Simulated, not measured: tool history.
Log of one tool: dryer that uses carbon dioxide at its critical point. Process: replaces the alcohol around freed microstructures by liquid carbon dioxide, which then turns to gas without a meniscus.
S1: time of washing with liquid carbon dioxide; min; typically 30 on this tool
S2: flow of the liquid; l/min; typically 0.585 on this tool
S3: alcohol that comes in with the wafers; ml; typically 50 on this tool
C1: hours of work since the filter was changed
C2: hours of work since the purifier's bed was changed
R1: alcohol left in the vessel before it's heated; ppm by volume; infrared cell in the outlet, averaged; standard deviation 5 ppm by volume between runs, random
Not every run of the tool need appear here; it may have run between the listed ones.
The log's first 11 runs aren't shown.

| run | hour | S1 | S2 | S3 | C1 | C2 | R1 |
|---|---|---|---|---|---|---|---|
| 12 | 542.7 | 21 | 0.585 | 50 | 234 | 964 | 313 |
| 13 | 579.3 | 30 | 0.585 | 88 | 258 | 989 | 132 |
| 14 | 631.0 | 30 | 0.585 | 88 | 293 | 1024 | 140 |
| 15 | 663.0 | 30 | 0.585 | 88 | 315 | 1046 | 149 |
| 16 | 694.3 | 30 | 0.585 | 88 | 336 | 1067 | 150 |
|  | 716.4 | inlet filter changed |
| 17 | 734.8 | 30 | 0.585 | 88 | 12 | 1094 | 91 |
| 18 | 801.7 | 30 | 0.585 | 88 | 58 | 1139 | 104 |
| 19 | 864.9 | 22 | 0.435 | 68 | 101 | 1182 | 920 |

Run 20 comes next. What will it give?
| 20 | 899.2 | 22 | 0.435 | 68 | 124 | 1205 | ? |

{"run 20": {"R1": 958}}
The same run, on a tool lacking any hidden state, would have yielded R1 758 ppm by volume.
